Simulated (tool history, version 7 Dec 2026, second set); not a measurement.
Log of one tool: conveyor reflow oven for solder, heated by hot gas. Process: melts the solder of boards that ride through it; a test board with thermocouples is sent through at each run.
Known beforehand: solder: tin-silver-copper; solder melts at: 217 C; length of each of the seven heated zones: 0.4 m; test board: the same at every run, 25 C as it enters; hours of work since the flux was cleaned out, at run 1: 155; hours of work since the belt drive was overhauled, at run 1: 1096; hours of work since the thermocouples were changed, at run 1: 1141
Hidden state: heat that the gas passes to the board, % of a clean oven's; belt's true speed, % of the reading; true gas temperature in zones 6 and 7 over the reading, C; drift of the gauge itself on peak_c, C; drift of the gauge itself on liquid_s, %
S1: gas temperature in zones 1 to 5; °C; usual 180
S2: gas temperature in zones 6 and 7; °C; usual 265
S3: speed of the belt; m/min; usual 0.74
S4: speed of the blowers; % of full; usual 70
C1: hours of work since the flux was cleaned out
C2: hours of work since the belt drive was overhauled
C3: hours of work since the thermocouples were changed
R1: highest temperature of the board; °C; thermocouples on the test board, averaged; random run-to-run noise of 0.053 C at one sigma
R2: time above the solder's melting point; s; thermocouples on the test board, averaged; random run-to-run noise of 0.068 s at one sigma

run,hour,S1,S2,S3,S4,C1,C2,C3,R1,R2
1,0,180,265,0.74,70,155,1096,1141,256.15,54.64
2,61.4,180,265,0.74,70,184,1124,1170,255.99,54.7
# hour 116.4: flux residue cleaned out of gas plates and filters
3,122.1,180,265,0.74,70,3,1150,1196,256.33,55.08
4,195.1,180,265,0.74,70,37,1184,1230,256.28,55.14
# hour 254.4: thermocouples of zones 6 and 7 changed
5,258.6,180,265,0.74,70,65,1213,2,256.31,54.77
6,331.4,180,265,0.74,70,99,1246,36,256.2,54.91
7,383,180,265,0.74,70,123,1270,60,256.27,55.04
8,415,180,265,0.74,70,138,1285,75,256.1,55.04
9,476,180,265,0.74,71,166,1313,103,256.24,55.11
# hour 486.5: belt drive overhauled, speed set with a stopwatch
10,542,180,265,0.74,71,195,26,132,256.58,55.89
# hour 575.2: flux residue cleaned out of gas plates and filters
11,601,180,265,0.74,71,12,51,157,256.96,56.27
# hour 623.7: belt drive overhauled, speed set with a stopwatch, once more
12,644.2,180,266,0.696,70,30,9,175,258.35,58.64
13,681.7,192,266,0.696,57,48,27,192,258.35,62.75
14,712.7,192,266,0.696,57,62,41,207,258.29,62.63
15,746.6,192,266,0.696,57,78,57,222,258.44,62.7
16,776.9,192,266,0.696,57,92,71,236,258.38,62.61
17,838.9,175,257,0.696,57,120,100,265,247.99,50.87
18,898,175,274,0.684,70,148,127,293,265.66,61.38
19,969.7,180,277,0.691,70,181,161,326,268.72,63.33
20,1002.2,180,277,0.702,89,196,176,341,270.1,62.96
# hour 1031.9: flux residue cleaned out of gas plates and filters
21,1038.1,169,265,0.74,70,3,190,355,255.07,50.15

Branching from run 21: 4 alternative next runs. What would each branch give?
A,1075.5,181,265,0.85,76,20,207,373,?,?
B,1075.5,180,262,0.74,67,20,207,373,?,?
C,1075.5,166,265,0.74,70,20,207,373,?,?
D,1075.5,175,273,0.74,70,20,207,373,?,?

run,R1,R2
A,253.66,45.59
B,253.26,52.53
C,254.65,49.23
D,263.1,55.51
Without the tool's unlogged condition, the same runs would have read:
run,R1,R2
A,252.89,45.14
B,252.45,52.01
C,253.85,48.72
D,262.29,55.05
